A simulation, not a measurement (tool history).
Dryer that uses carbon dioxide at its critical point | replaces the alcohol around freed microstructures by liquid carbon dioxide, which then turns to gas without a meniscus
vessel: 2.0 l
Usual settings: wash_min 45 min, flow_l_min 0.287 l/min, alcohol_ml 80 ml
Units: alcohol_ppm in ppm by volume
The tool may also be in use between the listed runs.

run     day  wash_min  flow_l_min  alcohol_ml  alcohol_ppm
  1       0        45       0.287          80          293
  2   1.879        45       0.287          80          299
  3   3.225        45       0.287          80          289
      4.775  -- purifier's bed changed
  4   4.921        47       0.287          80          128
  5   6.108        47       0.287          51           93
  6   7.183        45       0.287          80          168
  7   8.512        45       0.287          80          178
  8   9.575        45       0.287          80          183
       10.8  -- inlet filter changed
  9  11.304        42       0.287          80          198
 10  13.012        42       0.287          80          206
 11  14.821        42       0.287          80          205
 12   15.95        42       0.287          80          219
 13   16.85        42       0.287          80          223
 14  17.796        42       0.287          80          219
 15  19.496        42       0.287          80          232
 16  20.492        42       0.287          80          230
 17  22.292        42       0.287          80          252
 18  24.046        45       0.287          80          187
 19  25.525        45       0.287          56          149
 20    27.2        45       0.287          56          155
 21  28.796        45       0.287          56          158
 22  30.108        31       0.344          59          350
 23  30.988        31       0.344          59          361
     31.488  -- inlet filter changed
 24  32.908        31       0.344          59          287
 25  34.342        31       0.344          59          300
 26  35.571        31       0.344          59          305
 27    37.2        45       0.465          58           66
 28  38.238        31       0.287          26          327
 29  39.258        29       0.203         118         4916
 30  40.392        37       0.315          30          153
 31   41.35        59       0.315         116           95
 32  42.688        59       0.315         116           86
 33  43.917        45       0.287         112          288
 34   45.75        45       0.287         112          276
 35  46.988        35       0.287          30          272
 36  47.804        46       0.443          46           84
 37  49.667        46       0.443          46           89
 38    51.5        45       0.453          30           90
       52.1  -- inlet filter changed
 39  52.575        45       0.315          67          149
 40  53.567        62        0.35          45           95

5 ways to go on from here, each from the tool as it stands after run 40. What would each give?
  A  54.4        57       0.268          96            ?
  B  54.4        45       0.287          25            ?
  C  54.4        44        0.35          36            ?
  D  54.4        62        0.35          33            ?
  E  54.4        46       0.208          98            ?

run  alcohol_ppm
  A          147
  B          128
  C          103
  D           93
  E          876
Without the tool's hidden state the same runs would have given:
run  alcohol_ppm
  A           54
  B           39
  C           15
  D            7
  E          752
